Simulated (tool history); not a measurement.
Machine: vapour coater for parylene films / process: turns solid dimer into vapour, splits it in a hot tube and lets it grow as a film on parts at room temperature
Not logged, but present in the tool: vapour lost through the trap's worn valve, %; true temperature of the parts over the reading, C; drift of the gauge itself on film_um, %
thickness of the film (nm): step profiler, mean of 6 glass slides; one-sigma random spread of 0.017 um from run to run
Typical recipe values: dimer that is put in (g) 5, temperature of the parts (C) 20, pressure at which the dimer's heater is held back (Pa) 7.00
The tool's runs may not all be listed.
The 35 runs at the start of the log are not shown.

| run | hour | dimer that is put in (g) | temperature of the parts (C) | pressure at which the dimer's heater is held back (Pa) | hours of work since the trap's valve was overhauled | hours of work since the table's thermometer was calibrated | thickness of the film (nm) |
|---|---|---|---|---|---|---|---|
| 36 | 1538.2 | 5 | 30 | 7.00 | 210 | 1697 | 1230 |
| 37 | 1579.3 | 2 | 20 | 7.00 | 236 | 1722 | 590 |
| 38 | 1615.3 | 3 | 20 | 3.93 | 258 | 1745 | 890 |
| 39 | 1650.9 | 3 | 20 | 3.93 | 280 | 1767 | 890 |
| 40 | 1695.9 | 3 | 20 | 3.93 | 308 | 1795 | 940 |
| 41 | 1751.9 | 3 | 20 | 3.93 | 343 | 1830 | 920 |
|  | 1764.4 | table's thermometer calibrated |
| 42 | 1787.8 | 6 | 17 | 4.68 | 365 | 15 | 1900 |
| 43 | 1819.0 | 6 | 17 | 4.68 | 385 | 34 | 1930 |
| 44 | 1873.8 | 5 | 29 | 7.00 | 419 | 68 | 1230 |
| 45 | 1902.8 | 3 | 20 | 7.00 | 437 | 87 | 860 |

5 options for the next run, each taken on its own from the tool as it stands now. Forecast them:
| A | 1942.7 | 8 | 20 | 7.00 | 462 | 112 | ? |
| B | 1942.7 | 5 | 20 | 2.02 | 462 | 112 | ? |
| C | 1942.7 | 3 | 23 | 7.00 | 462 | 112 | ? |
| D | 1942.7 | 2 | 14 | 7.08 | 462 | 112 | ? |
| E | 1942.7 | 3 | 30 | 3.59 | 462 | 112 | ? |

| run | thickness of the film (nm) |
|---|---|
| A | 2320 |
| B | 1610 |
| C | 780 |
| D | 660 |
| E | 740 |
Without the tool's hidden state the same runs would have given:
| run | thickness of the film (nm) |
|---|---|
| A | 2460 |
| B | 1700 |
| C | 830 |
| D | 690 |
| E | 790 |
